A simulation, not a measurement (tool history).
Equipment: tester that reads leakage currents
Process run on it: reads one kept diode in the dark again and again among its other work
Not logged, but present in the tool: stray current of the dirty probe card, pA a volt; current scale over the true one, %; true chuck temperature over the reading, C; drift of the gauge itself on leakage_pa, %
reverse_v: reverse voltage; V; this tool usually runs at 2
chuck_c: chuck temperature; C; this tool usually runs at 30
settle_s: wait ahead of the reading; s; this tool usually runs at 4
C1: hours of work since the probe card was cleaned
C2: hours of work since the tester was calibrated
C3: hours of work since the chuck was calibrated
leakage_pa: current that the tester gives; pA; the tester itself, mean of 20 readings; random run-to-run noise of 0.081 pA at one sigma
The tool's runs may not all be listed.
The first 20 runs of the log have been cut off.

Run 21, day 53.183: usual settings but chuck_c 38 C; C1 2502; C2 949; C3 616. Result: leakage_pa 42.18 pA.
Run 22, day 56.638: usual settings but reverse_v 13.64 V, chuck_c 38 C, settle_s 0.76 s; C1 2564; C2 1010; C3 678. Result: leakage_pa 125.24 pA.
Run 23, day 58.375: usual settings but reverse_v 10 V, chuck_c 38 C, settle_s 0.59 s; C1 2595; C2 1041; C3 709. Result: leakage_pa 105.53 pA.
Run 24, day 60.333: usual settings but chuck_c 23 C; C1 2630; C2 1076; C3 744. Result: leakage_pa 11.83 pA.
Run 25, day 61.829: usual settings but reverse_v 16.97 V, chuck_c 28 C, settle_s 6.25 s; C1 2656; C2 1103; C3 770. Result: leakage_pa 63.49 pA.
At day 62.067: tester calibrated.
Run 26, day 63.55: usual settings but reverse_v 16.97 V, chuck_c 28 C, settle_s 6.25 s; C1 2685; C2 26; C3 800. Result: leakage_pa 63.76 pA.
Run 27, day 65.817: usual settings but reverse_v 16.97 V, chuck_c 28 C, settle_s 6.25 s; C1 2726; C2 67; C3 840. Result: leakage_pa 63.92 pA.
At day 68.092: tester calibrated, once more.
Run 28, day 68.521: usual settings but reverse_v 16.97 V, chuck_c 28 C, settle_s 6.25 s; C1 2773; C2 8; C3 887. Result: leakage_pa 62.68 pA.
Run 29, day 70.121: usual settings but reverse_v 2.74 V, settle_s 1.67 s; C1 2801; C2 36; C3 915. Result: leakage_pa 25.11 pA.
Run 30, day 71.721: usual settings but chuck_c 23 C; C1 2830; C2 65; C3 944. Result: leakage_pa 11.61 pA.
Run 31, day 74.517: usual settings but chuck_c 23 C; C1 2879; C2 114; C3 993. Result: leakage_pa 11.57 pA.
Run 32, day 77.712: usual settings but reverse_v 1.43 V, chuck_c 51 C; C1 2936; C2 171; C3 1050. Result: leakage_pa 97.94 pA.
Run 33, day 79.492: usual settings but reverse_v 6.43 V, chuck_c 50 C, settle_s 1.07 s; C1 2968; C2 203; C3 1082. Result: leakage_pa 199.67 pA.
Run 34, day 81.892: usual settings but reverse_v 6.43 V, chuck_c 50 C, settle_s 1.07 s; C1 3011; C2 246; C3 1125. Result: leakage_pa 199.31 pA.
Run 35, day 84.267: usual settings but reverse_v 2.95 V, chuck_c 24 C, settle_s 7.51 s; C1 3053; C2 288; C3 1167. Result: leakage_pa 15.53 pA.
Run 36, day 86.542: usual settings but reverse_v 1.36 V, chuck_c 52 C; C1 3094; C2 329; C3 1208. Result: leakage_pa 101.48 pA.
Run 37, day 88.992: usual settings but reverse_v 10 V, settle_s 5.07 s; C1 3137; C2 372; C3 1251. Result: leakage_pa 51.78 pA.
Run 38, day 91.562: usual settings but reverse_v 15.51 V, chuck_c 36 C, settle_s 2.09 s; C1 3183; C2 418; C3 1297. Result: leakage_pa 106.99 pA.
Run 39, day 94.075: usual settings but chuck_c 27 C, settle_s 0.32 s; C1 3228; C2 463; C3 1342. Result: leakage_pa 17.79 pA.
Run 40, day 96.8: usual settings but reverse_v 3.54 V, chuck_c 24 C, settle_s 1.51 s; C1 3277; C2 512; C3 1391. Result: leakage_pa 18.04 pA.

Each row is a separate what-if for the run after 40, all from the same tool condition, not one after another. Results?
At day 98.958: probe card cleaned and baked.
Run A, day 100.129: usual settings but reverse_v 4.6 V, chuck_c 21 C, settle_s 4.31 s; C1 21; C2 569; C3 1448. Result: leakage_pa ?.
At day 98.958: probe card cleaned and baked.
Run B, day 100.129: usual settings but chuck_c 35 C, settle_s 0.31 s; C1 21; C2 569; C3 1448. Result: leakage_pa ?.
At day 98.958: probe card cleaned and baked.
Run C, day 100.129: usual settings but reverse_v 5.82 V, chuck_c 28 C, settle_s 2.46 s; C1 21; C2 569; C3 1448. Result: leakage_pa ?.

run  leakage_pa
  A       11.77
  B       30.35
  C       26.06
What these runs would have given with no unlogged condition in the tool:
run  leakage_pa
  A       14.15
  B       35.69
  C       31.09

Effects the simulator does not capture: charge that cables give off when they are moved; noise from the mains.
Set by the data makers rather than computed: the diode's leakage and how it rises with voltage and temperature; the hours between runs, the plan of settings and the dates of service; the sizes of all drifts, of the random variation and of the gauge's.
